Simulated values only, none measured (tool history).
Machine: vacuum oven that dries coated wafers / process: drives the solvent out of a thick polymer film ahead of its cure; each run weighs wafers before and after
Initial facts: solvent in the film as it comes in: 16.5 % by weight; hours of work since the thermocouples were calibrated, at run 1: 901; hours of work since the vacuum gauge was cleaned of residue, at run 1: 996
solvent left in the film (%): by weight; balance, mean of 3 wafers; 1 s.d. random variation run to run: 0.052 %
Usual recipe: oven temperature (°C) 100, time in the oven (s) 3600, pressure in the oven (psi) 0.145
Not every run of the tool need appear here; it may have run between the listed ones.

run,hour,oven temperature (°C),time in the oven (s),pressure in the oven (psi),hours of work since the thermocouples were calibrated,hours of work since the vacuum gauge was cleaned of residue,solvent left in the film (%)
1,0.0,100,3600,0.145,901,996,1.62
2,115.4,100,3600,0.145,950,1045,1.64
3,181.3,100,3600,0.145,978,1073,1.73
4,277.1,100,3600,0.386,1018,1113,2.21
5,406.3,100,3600,0.386,1073,1168,2.46
6,514.8,100,3600,0.145,1119,1214,1.66
# hour 526.6: oven's thermocouples calibrated
7,648.2,100,3600,0.145,52,1269,1.67
8,776.2,100,3600,0.086,106,1324,1.62
# hour 812.6: oven's thermocouples calibrated, once more
9,897.8,100,3600,0.086,36,1374,1.47
10,991.1,100,3600,0.086,76,1414,1.36
11,1095.1,100,3600,0.086,120,1458,1.42
12,1210.4,100,3600,0.086,169,1507,1.43
13,1290.1,100,3600,0.086,202,1541,1.39
14,1378.5,100,3600,0.086,240,1578,1.39
15,1500.2,100,3600,0.112,291,1630,1.57
16,1625.1,100,3600,0.112,344,1683,1.53
17,1696.7,100,3600,0.112,375,1713,1.48
18,1789.3,100,3600,0.145,414,1752,1.70
19,1880.3,100,3600,0.145,452,1791,1.68
20,1990.4,100,3600,0.145,499,1837,1.72
21,2078.2,97,3600,0.145,536,1874,2.07
22,2156.0,97,3600,0.145,569,1907,2.12
23,2231.4,97,3600,0.145,601,1939,2.19
24,2365.0,100,3240,0.096,658,1996,1.83
25,2429.6,100,3240,0.096,685,2023,2.01
26,2515.9,96,3600,0.145,722,2060,2.40
27,2617.6,100,2400,0.145,765,2103,3.17
28,2733.3,100,5160,0.145,814,2152,0.98
29,2805.1,113,5100,0.190,844,2182,0.48
30,2872.1,113,3300,0.516,872,2211,1.37
31,2934.5,113,3300,0.516,899,2237,1.32
32,3024.9,112,2940,0.145,937,2276,0.96
33,3138.8,92,3600,0.216,985,2324,3.43
34,3204.3,92,3600,0.216,1013,2352,3.40
35,3267.2,111,2940,0.109,1040,2378,0.99
36,3369.0,100,3600,0.078,1083,2421,1.60
37,3441.0,98,4020,0.078,1114,2452,1.64
# hour 3460.1: oven's thermocouples calibrated
38,3518.7,111,2040,0.088,25,2484,1.62
39,3573.5,111,2040,0.088,48,2507,1.77
40,3675.6,99,5700,0.133,91,2550,0.82
41,3731.0,99,5700,0.133,115,2574,0.88
42,3858.9,103,4560,0.389,169,2628,1.50
43,3947.0,100,3120,0.145,206,2665,2.13
44,4005.5,100,1980,0.448,231,2690,4.56
45,4112.8,100,1800,0.205,277,2736,4.60
46,4223.9,96,1800,0.289,324,2783,5.66

Each row is a separate what-if for the run after 46, all from the same tool condition, not one after another. Results?
A,4332.7,109,3300,0.087,370,2829,?
B,4332.7,115,1860,0.110,370,2829,?
C,4332.7,114,1800,0.117,370,2829,?
D,4332.7,96,1800,0.458,370,2829,?
E,4332.7,96,1800,0.091,370,2829,?

run,solvent left in the film (%)
A,0.81
B,1.61
C,1.78
D,5.97
E,4.97
Without the tool's unlogged condition, the same runs would have read:
run,solvent left in the film (%)
A,0.61
B,1.40
C,1.56
D,5.61
E,4.63

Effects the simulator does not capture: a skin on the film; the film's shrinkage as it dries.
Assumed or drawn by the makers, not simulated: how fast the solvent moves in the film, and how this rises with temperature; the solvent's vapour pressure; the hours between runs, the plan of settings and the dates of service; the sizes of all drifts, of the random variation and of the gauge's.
